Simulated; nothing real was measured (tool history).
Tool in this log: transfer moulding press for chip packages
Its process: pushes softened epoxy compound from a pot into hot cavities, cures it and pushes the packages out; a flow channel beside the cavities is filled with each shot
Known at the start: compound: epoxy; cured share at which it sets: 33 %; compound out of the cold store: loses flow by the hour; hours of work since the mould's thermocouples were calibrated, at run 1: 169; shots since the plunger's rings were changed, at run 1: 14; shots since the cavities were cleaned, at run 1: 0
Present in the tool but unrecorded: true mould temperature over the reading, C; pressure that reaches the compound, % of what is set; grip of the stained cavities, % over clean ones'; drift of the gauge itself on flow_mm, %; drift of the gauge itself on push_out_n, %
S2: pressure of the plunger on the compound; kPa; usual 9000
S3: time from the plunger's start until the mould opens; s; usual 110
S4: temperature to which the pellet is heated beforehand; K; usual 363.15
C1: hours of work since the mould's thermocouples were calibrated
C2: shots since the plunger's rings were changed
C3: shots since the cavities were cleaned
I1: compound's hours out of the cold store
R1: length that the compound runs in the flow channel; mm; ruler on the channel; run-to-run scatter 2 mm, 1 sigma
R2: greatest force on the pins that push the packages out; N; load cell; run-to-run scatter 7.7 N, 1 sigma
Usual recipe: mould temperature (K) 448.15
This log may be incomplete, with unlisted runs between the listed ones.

Run 1, hour 0: usual settings; C1 169; C2 14; C3 0; I1 21. Result: R1 549 mm, R2 340 N.
Run 2, hour 27.7: usual settings; C1 181; C2 206; C3 192; I1 30.5. Result: R1 537 mm, R2 438 N.
At hour 75.3: cavities cleaned with cleaning compound and waxed.
Run 3, hour 77.3: usual settings; C1 202; C2 539; C3 14; I1 18. Result: R1 556 mm, R2 353 N.
Run 4, hour 115.8: usual settings; C1 219; C2 804; C3 279; I1 31.6. Result: R1 533 mm, R2 484 N.
At hour 150.5: cavities cleaned with cleaning compound and waxed.
Run 5, hour 167.7: usual settings; C1 240; C2 1153; C3 119; I1 12. Result: R1 554 mm, R2 430 N.
Run 6, hour 220.6: usual settings; C1 263; C2 1519; C3 485; I1 31.6. Result: R1 528 mm, R2 552 N.
At hour 226: cavities cleaned with cleaning compound and waxed.
Run 7, hour 274.3: usual settings but S4 370.15 K; C1 285; C2 1880; C3 334; I1 42.8. Result: R1 515 mm, R2 492 N.
At hour 300.8: cavities cleaned with cleaning compound and waxed.
Run 8, hour 313.9: usual settings but S2 7910 kPa; C1 302; C2 2144; C3 91; I1 19.6. Result: R1 508 mm, R2 418 N.
Run 9, hour 362.4: usual settings but S2 7910 kPa, S3 123 s; C1 323; C2 2479; C3 426; I1 19.1. Result: R1 504 mm, R2 524 N.
At hour 375.5: cavities cleaned with cleaning compound and waxed.
Run 10, hour 399.3: usual settings but S2 7910 kPa, S3 123 s; C1 338; C2 2723; C3 164; I1 33.3. Result: R1 487 mm, R2 405 N.
Run 11, hour 448.1: usual settings but S4 355.15 K; C1 359; C2 3061; C3 502; I1 28. Result: R1 530 mm, R2 553 N.
At hour 453.8: cavities cleaned with cleaning compound and waxed.
At hour 471.2: plunger's sealing rings changed.
Run 12, hour 483.4: usual settings but S2 9360 kPa; C1 372; C2 84; C3 187; I1 14.8. Result: R1 567 mm, R2 446 N.
Run 13, hour 527.2: usual settings; C1 391; C2 388; C3 491; I1 24.8. Result: R1 543 mm, R2 548 N.
At hour 533: cavities cleaned with cleaning compound and waxed.
Run 14, hour 567.7: usual settings; C1 408; C2 657; C3 240; I1 45.5. Result: R1 522 mm, R2 474 N.
At hour 609.4: cavities cleaned with cleaning compound and waxed.
Run 15, hour 620.2: usual settings but mould temperature (K) 443.15, S2 9070 kPa; C1 430; C2 1010; C3 75; I1 12.5. Result: R1 570 mm, R2 492 N.
Run 16, hour 669: usual settings but mould temperature (K) 454.15, S2 9070 kPa, S3 121 s, S4 366.15 K; C1 451; C2 1347; C3 412; I1 45.7. Result: R1 507 mm, R2 496 N.
At hour 688.9: cavities cleaned with cleaning compound and waxed.
Run 17, hour 726.1: usual settings but mould temperature (K) 456.15, S2 8800 kPa, S3 121 s, S4 366.15 K; C1 475; C2 1732; C3 257; I1 44. Result: R1 495 mm, R2 457 N.
At hour 763.3: cavities cleaned with cleaning compound and waxed.
Run 18, hour 779.3: usual settings but mould temperature (K) 456.15, S2 8800 kPa, S3 121 s, S4 366.15 K; C1 497; C2 2089; C3 110; I1 35.2. Result: R1 500 mm, R2 391 N.
Run 19, hour 809: usual settings but mould temperature (K) 455.15, S2 8800 kPa, S3 121 s, S4 368.15 K; C1 510; C2 2295; C3 316; I1 43.1. Result: R1 495 mm, R2 463 N.
At hour 840.3: cavities cleaned with cleaning compound and waxed.
Run 20, hour 858.4: usual settings but mould temperature (K) 455.15, S2 8800 kPa, S3 121 s, S4 368.15 K; C1 531; C2 2626; C3 125; I1 15.1. Result: R1 523 mm, R2 396 N.
Run 21, hour 892.4: usual settings but mould temperature (K) 455.15, S2 10670 kPa, S3 121 s, S4 368.15 K; C1 545; C2 2861; C3 360; I1 47.8. Result: R1 536 mm, R2 481 N.
At hour 917.2: cavities cleaned with cleaning compound and waxed.
Run 22, hour 938.8: usual settings but mould temperature (K) 441.15, S2 7560 kPa, S3 145 s, S4 371.15 K; C1 565; C2 3172; C3 150; I1 26.6. Result: R1 496 mm, R2 448 N.
At hour 944.3: plunger's sealing rings changed.
At hour 995.6: cavities cleaned with cleaning compound and waxed.
Run 23, hour 995.6: usual settings but mould temperature (K) 453.15, S2 10620 kPa; C1 587; C2 345; C3 0; I1 28.3. Result: R1 576 mm, R2 328 N.
Run 24, hour 1053.2: usual settings but mould temperature (K) 453.15, S2 10620 kPa; C1 612; C2 743; C3 398; I1 37.8. Result: R1 564 mm, R2 510 N.
At hour 1072.7: cavities cleaned with cleaning compound and waxed.
Run 25, hour 1109.8: usual settings but mould temperature (K) 452.15, S2 7490 kPa, S3 106 s, S4 369.15 K; C1 636; C2 1124; C3 256; I1 36.6. Result: R1 473 mm, R2 467 N.
At hour 1149: cavities cleaned with cleaning compound and waxed.
Run 26, hour 1160.9: usual settings but mould temperature (K) 452.15, S2 7350 kPa, S3 106 s, S4 369.15 K; C1 657; C2 1467; C3 82; I1 36.9. Result: R1 468 mm, R2 367 N.

Here are 4 independent what-if runs from the current tool condition. What would each one return?
Run A, hour 1195.9: usual settings but mould temperature (K) 452.15, S2 7550 kPa, S3 120 s; C1 672; C2 1709; C3 324; I1 36.3. Result: R1 ?, R2 ?.
Run B, hour 1195.9: usual settings but mould temperature (K) 452.15, S3 101 s, S4 362.15 K; C1 672; C2 1709; C3 324; I1 41.3. Result: R1 ?, R2 ?.
Run C, hour 1195.9: usual settings but mould temperature (K) 452.15, S2 7140 kPa, S3 99 s, S4 369.15 K; C1 672; C2 1709; C3 324; I1 12. Result: R1 ?, R2 ?.
Run D, hour 1195.9: usual settings but mould temperature (K) 447.15, S3 120 s, S4 365.15 K; C1 672; C2 1709; C3 324; I1 47. Result: R1 ?, R2 ?.

run   R1   R2
  A  471  477
  B  506  480
  C  485  496
  D  516  507
With no hidden state in the tool, these same runs would have given:
run   R1   R2
  A  477  317
  B  513  313
  C  491  319
  D  523  330

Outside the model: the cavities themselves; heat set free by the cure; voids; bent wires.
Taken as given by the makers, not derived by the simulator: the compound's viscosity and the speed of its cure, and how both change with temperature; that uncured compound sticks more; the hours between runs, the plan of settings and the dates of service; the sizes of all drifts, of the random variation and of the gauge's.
